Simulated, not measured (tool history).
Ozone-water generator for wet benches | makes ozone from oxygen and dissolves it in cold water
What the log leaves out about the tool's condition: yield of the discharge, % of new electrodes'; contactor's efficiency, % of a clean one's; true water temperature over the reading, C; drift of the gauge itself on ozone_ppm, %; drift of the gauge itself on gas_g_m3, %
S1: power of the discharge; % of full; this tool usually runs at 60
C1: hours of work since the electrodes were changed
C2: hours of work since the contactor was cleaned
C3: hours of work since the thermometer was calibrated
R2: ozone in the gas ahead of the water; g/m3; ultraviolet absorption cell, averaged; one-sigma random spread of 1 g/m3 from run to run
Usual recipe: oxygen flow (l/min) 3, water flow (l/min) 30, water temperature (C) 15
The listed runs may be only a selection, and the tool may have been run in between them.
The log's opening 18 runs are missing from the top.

Run 19, day 120.671: usual settings but oxygen flow (l/min) 4.12; C1 6832; C2 3615; C3 3615. Result: dissolved ozone (ppm) 13.4, R2 159.3 g/m3.
Run 20, day 127.412: usual settings but S1 97 % of full, water flow (l/min) 18, water temperature (C) 12; C1 6971; C2 3755; C3 3755. Result: dissolved ozone (ppm) 28.9, R2 270 g/m3.
Run 21, day 132.762: usual settings but S1 97 % of full, water flow (l/min) 18, water temperature (C) 12; C1 7082; C2 3865; C3 3865. Result: dissolved ozone (ppm) 29.1, R2 268.2 g/m3.
Run 22, day 140.808: usual settings but S1 97 % of full, water flow (l/min) 18, water temperature (C) 12; C1 7248; C2 4031; C3 4031. Result: dissolved ozone (ppm) 29.1, R2 265.2 g/m3.
Run 23, day 144.712: usual settings but S1 82 % of full, oxygen flow (l/min) 2.63, water flow (l/min) 22; C1 7329; C2 4112; C3 4112. Result: dissolved ozone (ppm) 19.5, R2 240.3 g/m3.
Run 24, day 149.567: usual settings but S1 82 % of full, oxygen flow (l/min) 2.63, water flow (l/min) 22; C1 7429; C2 4212; C3 4212. Result: dissolved ozone (ppm) 19.6, R2 240.1 g/m3.
Run 25, day 156.596: usual settings but S1 82 % of full, oxygen flow (l/min) 2.63, water flow (l/min) 22; C1 7574; C2 4357; C3 4357. Result: dissolved ozone (ppm) 19.8, R2 240.1 g/m3.
Run 26, day 162.775: usual settings but S1 82 % of full, oxygen flow (l/min) 5.06, water flow (l/min) 22, water temperature (C) 7; C1 7702; C2 4485; C3 4485. Result: dissolved ozone (ppm) 26.7, R2 187.4 g/m3.
Run 27, day 169.758: usual settings but S1 64 % of full, oxygen flow (l/min) 5.06, water flow (l/min) 41, water temperature (C) 7; C1 7846; C2 4629; C3 4629. Result: dissolved ozone (ppm) 12.1, R2 152.3 g/m3.
Run 28, day 177.558: usual settings but S1 91 % of full, oxygen flow (l/min) 5.06, water flow (l/min) 44, water temperature (C) 13; C1 8007; C2 4790; C3 4790. Result: dissolved ozone (ppm) 14.8, R2 205.6 g/m3.
At day 180.379: water thermometer calibrated.
At day 183.379: contactor cleaned.
Run 29, day 185.25: usual settings but S1 91 % of full, oxygen flow (l/min) 5.06, water flow (l/min) 44, water temperature (C) 13; C1 8162; C2 39; C3 97. Result: dissolved ozone (ppm) 14.7, R2 202.5 g/m3.
Run 30, day 193.088: usual settings but S1 78 % of full, water temperature (C) 22; C1 8324; C2 201; C3 259. Result: dissolved ozone (ppm) 14.2, R2 216.5 g/m3.
Run 31, day 199.017: usual settings but S1 78 % of full, water temperature (C) 22; C1 8447; C2 323; C3 382. Result: dissolved ozone (ppm) 14.2, R2 215.1 g/m3.
Run 32, day 207.658: usual settings but S1 78 % of full, water temperature (C) 22; C1 8625; C2 502; C3 560. Result: dissolved ozone (ppm) 14.1, R2 215.6 g/m3.
Run 33, day 213.596: usual settings but S1 40 % of full, oxygen flow (l/min) 4.8, water flow (l/min) 39; C1 8748; C2 624; C3 683. Result: dissolved ozone (ppm) 7.8, R2 100.6 g/m3.
Run 34, day 219.138: usual settings but S1 96 % of full; C1 8862; C2 739; C3 797. Result: dissolved ozone (ppm) 17.8, R2 256.3 g/m3.

Here are 3 independent what-if runs from the current tool condition. What would each one return?
Run A, day 223.375: usual settings but S1 96 % of full, oxygen flow (l/min) 1.76; C1 8950; C2 826; C3 885. Result: dissolved ozone (ppm) ?, R2 ?.
Run B, day 223.375: usual settings but S1 98 % of full, oxygen flow (l/min) 2.78, water flow (l/min) 26; C1 8950; C2 826; C3 885. Result: dissolved ozone (ppm) ?, R2 ?.
Run C, day 223.375: usual settings but S1 96 % of full, oxygen flow (l/min) 4.1, water flow (l/min) 22; C1 8950; C2 826; C3 885. Result: dissolved ozone (ppm) ?, R2 ?.

run  dissolved ozone (ppm)     R2
  A                   13.8  310.4
  B                   20.2    267
  C                   26.3  227.1
What these runs would have given with no unlogged condition in the tool:
run  dissolved ozone (ppm)     R2
  A                   13.8  330.8
  B                   20.2  284.5
  C                   26.4    242
